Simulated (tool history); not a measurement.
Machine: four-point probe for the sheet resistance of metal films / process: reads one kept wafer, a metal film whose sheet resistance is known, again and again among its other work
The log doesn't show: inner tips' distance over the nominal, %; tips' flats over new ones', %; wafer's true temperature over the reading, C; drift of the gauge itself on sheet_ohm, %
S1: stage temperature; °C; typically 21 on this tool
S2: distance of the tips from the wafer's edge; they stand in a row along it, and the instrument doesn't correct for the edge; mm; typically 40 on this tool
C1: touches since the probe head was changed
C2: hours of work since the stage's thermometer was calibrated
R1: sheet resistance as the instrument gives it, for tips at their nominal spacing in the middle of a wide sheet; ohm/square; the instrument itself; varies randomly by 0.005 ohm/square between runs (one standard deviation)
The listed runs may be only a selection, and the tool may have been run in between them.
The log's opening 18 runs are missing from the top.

| run | day | S1 | S2 | C1 | C2 | R1 |
|---|---|---|---|---|---|---|
| 19 | 15.175 | 20 | 5 | 11400 | 48 | 25.123878 |
| 20 | 15.871 | 20 | 5 | 12524 | 61 | 25.120769 |
| 21 | 16.517 | 26 | 18 | 13562 | 72 | 24.848506 |
| 22 | 17.512 | 18 | 8 | 15169 | 91 | 25.015945 |
| 23 | 18.100 | 21 | 5 | 16112 | 101 | 25.109598 |
| 24 | 18.696 | 21 | 7 | 17074 | 112 | 24.999429 |
|  | 19.629 | stage's thermometer calibrated, once more |
| 25 | 19.650 | 21 | 7 | 18583 | 0 | 25.006214 |
| 26 | 20.929 | 21 | 53 | 20640 | 24 | 24.901617 |
| 27 | 21.725 | 21 | 53 | 21925 | 38 | 24.906432 |

Run 28 has not been measured yet. What should we expect?
| 28 | 22.546 | 20 | 53 | 23246 | 53 | ? |

R1: 24.917120 ohm/square
Take away the tool's hidden state, keep the run-to-run variation as it was, and the same run would have given R1 25.011827 ohm/square.
